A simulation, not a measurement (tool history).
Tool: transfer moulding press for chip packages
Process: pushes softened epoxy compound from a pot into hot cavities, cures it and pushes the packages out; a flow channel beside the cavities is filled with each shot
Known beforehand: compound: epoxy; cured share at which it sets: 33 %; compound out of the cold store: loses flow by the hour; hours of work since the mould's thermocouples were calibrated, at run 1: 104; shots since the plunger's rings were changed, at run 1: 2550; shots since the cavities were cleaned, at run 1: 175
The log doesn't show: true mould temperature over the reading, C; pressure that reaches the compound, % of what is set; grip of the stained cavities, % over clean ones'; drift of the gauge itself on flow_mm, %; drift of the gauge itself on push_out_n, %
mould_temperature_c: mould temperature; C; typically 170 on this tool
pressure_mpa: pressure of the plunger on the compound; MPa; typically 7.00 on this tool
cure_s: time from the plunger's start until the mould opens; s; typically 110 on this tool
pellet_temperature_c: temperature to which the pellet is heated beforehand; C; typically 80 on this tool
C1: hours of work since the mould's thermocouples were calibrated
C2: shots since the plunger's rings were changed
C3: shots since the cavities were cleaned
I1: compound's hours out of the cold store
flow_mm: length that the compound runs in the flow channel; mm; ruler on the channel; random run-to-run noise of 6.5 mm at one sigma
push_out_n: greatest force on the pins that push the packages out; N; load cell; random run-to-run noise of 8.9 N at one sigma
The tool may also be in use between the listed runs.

{"run": 1, "hour": 0.0, "mould_temperature_c": 170, "pressure_mpa": 7.0, "cure_s": 110, "pellet_temperature_c": 80, "C1": 104, "C2": 2550, "C3": 175, "I1": 37.8, "flow_mm": 766, "push_out_n": 524}
{"run": 2, "hour": 5.4, "mould_temperature_c": 170, "pressure_mpa": 7.0, "cure_s": 106, "pellet_temperature_c": 80, "C1": 109, "C2": 2618, "C3": 243, "I1": 25.3, "flow_mm": 791, "push_out_n": 609}
{"run": 3, "hour": 10.6, "mould_temperature_c": 170, "pressure_mpa": 7.0, "cure_s": 110, "pellet_temperature_c": 80, "C1": 113, "C2": 2684, "C3": 309, "I1": 37.2, "flow_mm": 768, "push_out_n": 582}
{"run": 4, "hour": 16.4, "mould_temperature_c": 166, "pressure_mpa": 7.0, "cure_s": 110, "pellet_temperature_c": 80, "C1": 117, "C2": 2758, "C3": 383, "I1": 30.0, "flow_mm": 796, "push_out_n": 750}
{"run": 5, "hour": 23.0, "mould_temperature_c": 170, "pressure_mpa": 6.35, "cure_s": 110, "pellet_temperature_c": 80, "C1": 122, "C2": 2842, "C3": 467, "I1": 19.0, "flow_mm": 769, "push_out_n": 676}
{"run": 6, "hour": 34.3, "mould_temperature_c": 170, "pressure_mpa": 7.0, "cure_s": 110, "pellet_temperature_c": 80, "C1": 131, "C2": 2985, "C3": 610, "I1": 24.2, "flow_mm": 789, "push_out_n": 710}
{"run": 7, "hour": 39.5, "mould_temperature_c": 170, "pressure_mpa": 7.0, "cure_s": 110, "pellet_temperature_c": 80, "C1": 135, "C2": 3052, "C3": 677, "I1": 45.9, "flow_mm": 735, "push_out_n": 726}
{"hour": 51.0, "done": "cavities cleaned with cleaning compound and waxed"}
{"run": 8, "hour": 51.4, "mould_temperature_c": 170, "pressure_mpa": 7.0, "cure_s": 110, "pellet_temperature_c": 82, "C1": 143, "C2": 3183, "C3": 5, "I1": 28.7, "flow_mm": 766, "push_out_n": 972}
{"run": 9, "hour": 60.9, "mould_temperature_c": 170, "pressure_mpa": 7.0, "cure_s": 110, "pellet_temperature_c": 80, "C1": 151, "C2": 3304, "C3": 126, "I1": 41.9, "flow_mm": 746, "push_out_n": 906}
{"hour": 71.7, "done": "cavities cleaned with cleaning compound and waxed, once more"}
{"run": 10, "hour": 72.9, "mould_temperature_c": 170, "pressure_mpa": 7.0, "cure_s": 110, "pellet_temperature_c": 80, "C1": 159, "C2": 3438, "C3": 16, "I1": 43.8, "flow_mm": 741, "push_out_n": 410}
{"run": 11, "hour": 78.9, "mould_temperature_c": 170, "pressure_mpa": 7.0, "cure_s": 119, "pellet_temperature_c": 80, "C1": 164, "C2": 3513, "C3": 91, "I1": 12.5, "flow_mm": 811, "push_out_n": 448}
{"run": 12, "hour": 89.5, "mould_temperature_c": 170, "pressure_mpa": 7.0, "cure_s": 119, "pellet_temperature_c": 80, "C1": 172, "C2": 3649, "C3": 227, "I1": 43.0, "flow_mm": 736, "push_out_n": 536}
{"run": 13, "hour": 101.4, "mould_temperature_c": 170, "pressure_mpa": 7.0, "cure_s": 119, "pellet_temperature_c": 80, "C1": 181, "C2": 3799, "C3": 377, "I1": 11.2, "flow_mm": 806, "push_out_n": 588}
{"run": 14, "hour": 110.7, "mould_temperature_c": 170, "pressure_mpa": 7.0, "cure_s": 110, "pellet_temperature_c": 80, "C1": 189, "C2": 3918, "C3": 496, "I1": 26.9, "flow_mm": 768, "push_out_n": 706}
{"run": 15, "hour": 116.3, "mould_temperature_c": 170, "pressure_mpa": 5.59, "cure_s": 91, "pellet_temperature_c": 87, "C1": 193, "C2": 3989, "C3": 567, "I1": 27.1, "flow_mm": 687, "push_out_n": 964}
{"run": 16, "hour": 125.2, "mould_temperature_c": 170, "pressure_mpa": 5.59, "cure_s": 91, "pellet_temperature_c": 87, "C1": 200, "C2": 4101, "C3": 679, "I1": 25.8, "flow_mm": 687, "push_out_n": 1040}
{"run": 17, "hour": 132.4, "mould_temperature_c": 170, "pressure_mpa": 5.59, "cure_s": 91, "pellet_temperature_c": 87, "C1": 206, "C2": 4194, "C3": 772, "I1": 18.0, "flow_mm": 698, "push_out_n": 1018}
{"hour": 136.2, "done": "cavities cleaned with cleaning compound and waxed"}
{"hour": 143.4, "done": "plunger's sealing rings changed"}
{"run": 18, "hour": 148.3, "mould_temperature_c": 170, "pressure_mpa": 5.59, "cure_s": 91, "pellet_temperature_c": 87, "C1": 215, "C2": 63, "C3": 123, "I1": 26.5, "flow_mm": 734, "push_out_n": 661}
{"run": 19, "hour": 159.4, "mould_temperature_c": 166, "pressure_mpa": 8.56, "cure_s": 110, "pellet_temperature_c": 85, "C1": 224, "C2": 203, "C3": 263, "I1": 8.6, "flow_mm": 968, "push_out_n": 709}
{"run": 20, "hour": 171.3, "mould_temperature_c": 166, "pressure_mpa": 8.56, "cure_s": 110, "pellet_temperature_c": 85, "C1": 233, "C2": 354, "C3": 414, "I1": 25.2, "flow_mm": 918, "push_out_n": 776}
{"run": 21, "hour": 178.2, "mould_temperature_c": 166, "pressure_mpa": 8.56, "cure_s": 110, "pellet_temperature_c": 85, "C1": 238, "C2": 442, "C3": 502, "I1": 35.4, "flow_mm": 891, "push_out_n": 856}
{"run": 22, "hour": 184.6, "mould_temperature_c": 166, "pressure_mpa": 6.2, "cure_s": 110, "pellet_temperature_c": 82, "C1": 243, "C2": 524, "C3": 584, "I1": 24.8, "flow_mm": 782, "push_out_n": 899}
{"run": 23, "hour": 192.6, "mould_temperature_c": 170, "pressure_mpa": 8.07, "cure_s": 111, "pellet_temperature_c": 74, "C1": 250, "C2": 625, "C3": 685, "I1": 36.6, "flow_mm": 853, "push_out_n": 739}
{"run": 24, "hour": 198.5, "mould_temperature_c": 170, "pressure_mpa": 6.85, "cure_s": 92, "pellet_temperature_c": 74, "C1": 254, "C2": 699, "C3": 759, "I1": 13.8, "flow_mm": 826, "push_out_n": 1075}
{"hour": 203.7, "done": "cavities cleaned with cleaning compound and waxed"}
{"run": 25, "hour": 207.5, "mould_temperature_c": 170, "pressure_mpa": 8.27, "cure_s": 143, "pellet_temperature_c": 73, "C1": 260, "C2": 795, "C3": 48, "I1": 27.2, "flow_mm": 879, "push_out_n": 394}
{"run": 26, "hour": 215.3, "mould_temperature_c": 176, "pressure_mpa": 7.0, "cure_s": 144, "pellet_temperature_c": 88, "C1": 266, "C2": 894, "C3": 147, "I1": 21.5, "flow_mm": 813, "push_out_n": 442}
{"run": 27, "hour": 222.9, "mould_temperature_c": 166, "pressure_mpa": 7.9, "cure_s": 144, "pellet_temperature_c": 88, "C1": 272, "C2": 991, "C3": 244, "I1": 23.5, "flow_mm": 878, "push_out_n": 521}
{"run": 28, "hour": 229.5, "mould_temperature_c": 172, "pressure_mpa": 6.47, "cure_s": 137, "pellet_temperature_c": 73, "C1": 277, "C2": 1075, "C3": 328, "I1": 17.2, "flow_mm": 797, "push_out_n": 540}

Pick out some run-to-run changes in flow_mm. Of each, how much would a tool without hidden state show as well, from the settings, what came in and chance, and how much is left for the hidden state and any gauge scatter not in both results compared?
Run 12 -> 13: settings left as they were, no log entry in between. flow_mm +70 mm: hidden state -8, all else +78.
Run 17 -> 18: cavities cleaned with cleaning compound and waxed, plunger's sealing rings changed. flow_mm +36 mm: hidden state +53, all else -17.
Run 18 -> 19: mould_temperature_c 170 -> 166, pressure_mpa 5.59 -> 8.56, cure_s 91 -> 110, pellet_temperature_c 87 -> 85. flow_mm +234 mm: hidden state -4, all else +238.
Run 21 -> 22: pressure_mpa 8.56 -> 6.20, pellet_temperature_c 85 -> 82. flow_mm -109 mm: hidden state +1, all else -110.
